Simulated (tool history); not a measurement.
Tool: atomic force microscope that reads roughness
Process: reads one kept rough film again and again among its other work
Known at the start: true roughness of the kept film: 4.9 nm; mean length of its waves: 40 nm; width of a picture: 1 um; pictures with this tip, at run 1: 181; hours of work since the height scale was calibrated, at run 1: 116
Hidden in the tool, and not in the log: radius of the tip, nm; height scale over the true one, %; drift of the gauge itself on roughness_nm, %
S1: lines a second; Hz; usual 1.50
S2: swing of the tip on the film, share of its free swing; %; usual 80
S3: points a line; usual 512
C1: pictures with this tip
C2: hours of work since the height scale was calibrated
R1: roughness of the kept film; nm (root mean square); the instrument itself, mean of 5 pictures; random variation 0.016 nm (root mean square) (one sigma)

Run 1, hour 0.0: usual settings; C1 181; C2 116. Result: R1 3.162 nm (root mean square).
Run 2, hour 17.3: usual settings but S3 495; C1 204; C2 123. Result: R1 3.087 nm (root mean square).
Run 3, hour 28.9: usual settings but S3 284; C1 220; C2 128. Result: R1 3.019 nm (root mean square).
Run 4, hour 39.9: usual settings but S3 284; C1 234; C2 133. Result: R1 2.975 nm (root mean square).
Run 5, hour 50.1: usual settings; C1 248; C2 137. Result: R1 2.968 nm (root mean square).
Run 6, hour 63.1: usual settings; C1 265; C2 142. Result: R1 2.928 nm (root mean square).
At hour 75.3: new tip fitted.
Run 7, hour 76.5: usual settings; C1 2; C2 147. Result: R1 3.797 nm (root mean square).
Run 8, hour 90.9: usual settings; C1 21; C2 153. Result: R1 3.748 nm (root mean square).
Run 9, hour 98.8: usual settings but S2 83 %; C1 31; C2 157. Result: R1 3.623 nm (root mean square).
Run 10, hour 110.9: usual settings but S2 83 %; C1 47; C2 162. Result: R1 3.546 nm (root mean square).
Run 11, hour 122.0: usual settings; C1 62; C2 166. Result: R1 3.537 nm (root mean square).
Run 12, hour 139.3: usual settings but S3 280; C1 85; C2 173. Result: R1 3.470 nm (root mean square).
Run 13, hour 153.3: usual settings but S3 280; C1 103; C2 179. Result: R1 3.377 nm (root mean square).
Run 14, hour 161.8: usual settings but S3 280; C1 115; C2 183. Result: R1 3.361 nm (root mean square).
Run 15, hour 178.2: usual settings but S2 75 %; C1 136; C2 189. Result: R1 3.378 nm (root mean square).
Run 16, hour 188.6: usual settings but S3 776; C1 150; C2 194. Result: R1 3.263 nm (root mean square).
Run 17, hour 201.7: usual settings but S3 776; C1 167; C2 199. Result: R1 3.170 nm (root mean square).
Run 18, hour 211.4: usual settings but S3 776; C1 180; C2 203. Result: R1 3.150 nm (root mean square).
Run 19, hour 227.7: usual settings but S3 776; C1 202; C2 210. Result: R1 3.108 nm (root mean square).
Run 20, hour 240.6: usual settings but S3 776; C1 219; C2 215. Result: R1 3.044 nm (root mean square).
Run 21, hour 255.0: usual settings but S3 776; C1 238; C2 221. Result: R1 2.999 nm (root mean square).
Run 22, hour 269.2: usual settings but S3 776; C1 256; C2 227. Result: R1 2.957 nm (root mean square).
At hour 287.4: new tip fitted.
Run 23, hour 287.8: usual settings; C1 0; C2 234. Result: R1 3.812 nm (root mean square).
Run 24, hour 305.7: usual settings; C1 24; C2 242. Result: R1 3.735 nm (root mean square).
Run 25, hour 318.2: usual settings; C1 41; C2 247. Result: R1 3.655 nm (root mean square).
At hour 320.3: height scale calibrated on a step standard.
Run 26, hour 327.7: usual settings but S2 82 %; C1 52; C2 3. Result: R1 3.599 nm (root mean square).
Run 27, hour 339.3: usual settings but S2 82 %; C1 67; C2 8. Result: R1 3.530 nm (root mean square).
Run 28, hour 349.7: usual settings but S1 0.62 Hz, S2 89 %; C1 81; C2 12. Result: R1 3.643 nm (root mean square).
Run 29, hour 365.8: usual settings but S1 0.62 Hz, S2 59 %; C1 102; C2 19. Result: R1 3.817 nm (root mean square).
Run 30, hour 376.6: usual settings but S1 2.09 Hz, S2 67 %; C1 116; C2 23. Result: R1 3.496 nm (root mean square).
Run 31, hour 388.0: usual settings but S1 2.09 Hz, S2 67 %; C1 131; C2 28. Result: R1 3.460 nm (root mean square).
At hour 405.7: height scale calibrated on a step standard, once more.
Run 32, hour 406.9: usual settings but S1 2.09 Hz, S2 67 %, S3 664; C1 155; C2 1. Result: R1 3.362 nm (root mean square).
Run 33, hour 423.3: usual settings but S1 1.56 Hz, S2 58 %, S3 412; C1 177; C2 7. Result: R1 3.460 nm (root mean square).
Run 34, hour 441.6: usual settings but S1 1.56 Hz, S2 84 %, S3 791; C1 201; C2 15. Result: R1 3.015 nm (root mean square).
Run 35, hour 451.6: usual settings but S2 63 %, S3 391; C1 214; C2 19. Result: R1 3.283 nm (root mean square).
Run 36, hour 466.5: usual settings but S3 432; C1 234; C2 25. Result: R1 2.993 nm (root mean square).
Run 37, hour 474.2: usual settings but S1 0.67 Hz, S3 978; C1 244; C2 28. Result: R1 3.195 nm (root mean square).
Run 38, hour 484.0: usual settings but S1 0.67 Hz, S2 57 %, S3 978; C1 257; C2 32. Result: R1 3.280 nm (root mean square).
Run 39, hour 493.7: usual settings but S1 0.67 Hz, S2 57 %, S3 978; C1 270; C2 36. Result: R1 3.256 nm (root mean square).
At hour 501.7: new tip fitted.
Run 40, hour 502.7: usual settings but S2 59 %, S3 407; C1 1; C2 40. Result: R1 4.150 nm (root mean square).
Run 41, hour 517.5: usual settings but S3 879; C1 21; C2 46. Result: R1 3.733 nm (root mean square).
Run 42, hour 529.1: usual settings but S1 1.29 Hz, S3 350; C1 36; C2 51. Result: R1 3.692 nm (root mean square).
Run 43, hour 537.8: usual settings but S1 2.48 Hz, S2 84 %, S3 547; C1 47; C2 54. Result: R1 3.214 nm (root mean square).
Run 44, hour 549.5: usual settings but S1 1.56 Hz, S2 84 %, S3 643; C1 63; C2 59. Result: R1 3.430 nm (root mean square).
Run 45, hour 566.8: usual settings but S1 1.56 Hz, S2 84 %, S3 643; C1 86; C2 66. Result: R1 3.345 nm (root mean square).
Run 46, hour 575.3: usual settings but S1 1.56 Hz, S2 84 %, S3 643; C1 97; C2 70. Result: R1 3.327 nm (root mean square).
Run 47, hour 585.9: usual settings but S1 1.56 Hz, S2 63 %, S3 293; C1 111; C2 74. Result: R1 3.605 nm (root mean square).
Run 48, hour 595.6: usual settings but S2 57 %, S3 780; C1 124; C2 78. Result: R1 3.668 nm (root mean square).
Run 49, hour 612.4: usual settings but S2 57 %, S3 780; C1 146; C2 85. Result: R1 3.593 nm (root mean square).
Run 50, hour 622.0: usual settings but S1 0.84 Hz, S2 85 %, S3 780; C1 159; C2 89. Result: R1 3.348 nm (root mean square).
Run 51, hour 637.0: usual settings but S1 0.84 Hz, S2 85 %, S3 682; C1 178; C2 95. Result: R1 3.279 nm (root mean square).
Run 52, hour 652.7: usual settings but S1 0.60 Hz, S2 85 %, S3 682; C1 199; C2 101. Result: R1 3.274 nm (root mean square).
Run 53, hour 660.7: usual settings but S1 0.60 Hz, S2 85 %, S3 682; C1 210; C2 105. Result: R1 3.274 nm (root mean square).
Run 54, hour 676.7: usual settings but S1 1.31 Hz, S2 81 %; C1 231; C2 111. Result: R1 3.036 nm (root mean square).

Some steps in R1 between neighbouring runs. How much of each would the tool show without its hidden state too (settings, what came in, random variation), and how much is left for the hidden state, with any gauge scatter that isn't in both results?
Run 6 -> 7: new tip fitted. R1 +0.869 nm (root mean square): hidden state +0.910, all else -0.041.
Run 22 -> 23: S3 776 -> 512, new tip fitted. R1 +0.855 nm (root mean square): hidden state +0.887, all else -0.032.
Run 39 -> 40: S1 0.67 -> 1.50, S2 57 -> 59, S3 978 -> 407, new tip fitted. R1 +0.894 nm (root mean square): hidden state +1.006, all else -0.112.
